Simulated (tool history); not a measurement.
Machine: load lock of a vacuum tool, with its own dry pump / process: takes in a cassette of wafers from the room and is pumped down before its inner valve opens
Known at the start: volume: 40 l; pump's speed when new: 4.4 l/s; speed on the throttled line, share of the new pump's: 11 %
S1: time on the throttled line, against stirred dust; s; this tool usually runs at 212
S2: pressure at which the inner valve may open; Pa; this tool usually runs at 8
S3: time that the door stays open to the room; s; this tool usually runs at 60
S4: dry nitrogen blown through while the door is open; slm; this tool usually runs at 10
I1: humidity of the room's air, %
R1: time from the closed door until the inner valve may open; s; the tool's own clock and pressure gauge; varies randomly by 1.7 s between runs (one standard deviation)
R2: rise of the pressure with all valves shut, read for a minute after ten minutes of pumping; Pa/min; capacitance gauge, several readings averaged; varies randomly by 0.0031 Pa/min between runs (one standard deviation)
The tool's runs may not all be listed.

Run 1, day 0: usual settings; I1 43.1. Result: R1 285.7 s, R2 0.063 Pa/min.
Run 2, day 2.938: usual settings but S1 185 s; I1 45.7. Result: R1 260.4 s, R2 0.063 Pa/min.
Run 3, day 5.654: usual settings but S1 185 s; I1 43.1. Result: R1 262.9 s, R2 0.061 Pa/min.
Run 4, day 10.112: usual settings but S1 185 s; I1 46.9. Result: R1 262.6 s, R2 0.07 Pa/min.
Run 5, day 13.354: usual settings but S1 185 s; I1 47.9. Result: R1 262.9 s, R2 0.069 Pa/min.
Run 6, day 16.308: usual settings but S1 185 s; I1 43.2. Result: R1 260.8 s, R2 0.067 Pa/min.
Run 7, day 18.621: usual settings; I1 47.4. Result: R1 286.6 s, R2 0.065 Pa/min.
Run 8, day 23.65: usual settings; I1 46.5. Result: R1 286.6 s, R2 0.07 Pa/min.
Run 9, day 25.833: usual settings but S4 15 slm; I1 42. Result: R1 288.9 s, R2 0.057 Pa/min.
Run 10, day 31.083: usual settings but S4 15 slm; I1 45.8. Result: R1 288 s, R2 0.063 Pa/min.
Run 11, day 36.021: usual settings but S4 15 slm; I1 44.6. Result: R1 286.7 s, R2 0.06 Pa/min.
Run 12, day 39.862: usual settings but S4 15 slm; I1 49.5. Result: R1 290.8 s, R2 0.067 Pa/min.
Run 13, day 43.858: usual settings but S2 14 Pa, S4 36 slm; I1 44.8. Result: R1 281.5 s, R2 0.048 Pa/min.
Run 14, day 46.288: usual settings but S2 10 Pa, S3 26 s, S4 22 slm; I1 41.2. Result: R1 282.1 s, R2 0.029 Pa/min.
Run 15, day 50.542: usual settings but S2 10 Pa, S3 26 s, S4 22 slm; I1 43.5. Result: R1 284.7 s, R2 0.034 Pa/min.
Run 16, day 54.058: usual settings but S1 194 s, S2 7 Pa, S3 37 s, S4 12 slm; I1 45.1. Result: R1 273.5 s, R2 0.055 Pa/min.
Run 17, day 57.654: usual settings but S1 194 s, S2 7 Pa, S3 37 s, S4 12 slm; I1 45.3. Result: R1 273 s, R2 0.045 Pa/min.
Run 18, day 61.979: usual settings but S2 13 Pa, S3 29 s, S4 23 slm; I1 43.8. Result: R1 284.1 s, R2 0.03 Pa/min.
Run 19, day 66.617: usual settings but S2 13 Pa, S3 29 s, S4 23 slm; I1 45.2. Result: R1 281.2 s, R2 0.037 Pa/min.
Run 20, day 70.925: usual settings but S2 13 Pa, S3 57 s, S4 23 slm; I1 43.1. Result: R1 283.2 s, R2 0.056 Pa/min.
Run 21, day 74.212: usual settings but S1 251 s; I1 42.9. Result: R1 324.5 s, R2 0.066 Pa/min.
Run 22, day 77.188: usual settings but S1 289 s, S2 9 Pa, S3 144 s; I1 45.7. Result: R1 353.7 s, R2 0.118 Pa/min.
Run 23, day 80.304: usual settings but S1 289 s, S2 10 Pa, S3 144 s; I1 44.7. Result: R1 349.6 s, R2 0.121 Pa/min.

What if the next run were any one of these 3? Each begins from the tool's condition after run 23:
Run A, day 82.554: usual settings but S1 154 s, S3 109 s; I1 43.6. Result: R1 ?, R2 ?.
Run B, day 82.554: usual settings but S1 289 s, S2 10 Pa, S3 143 s, S4 43 slm; I1 47. Result: R1 ?, R2 ?.
Run C, day 82.554: usual settings but S1 110 s, S3 31 s, S4 7 slm; I1 40.4. Result: R1 ?, R2 ?.

run     R1     R2
  A  239.5  0.099
  B  354.7  0.073
  C    200  0.042
Take away the tool's hidden state, keep each run's random variation, and the runs would have read:
run     R1     R2
  A    226  0.091
  B  344.6  0.066
  C  185.9  0.035
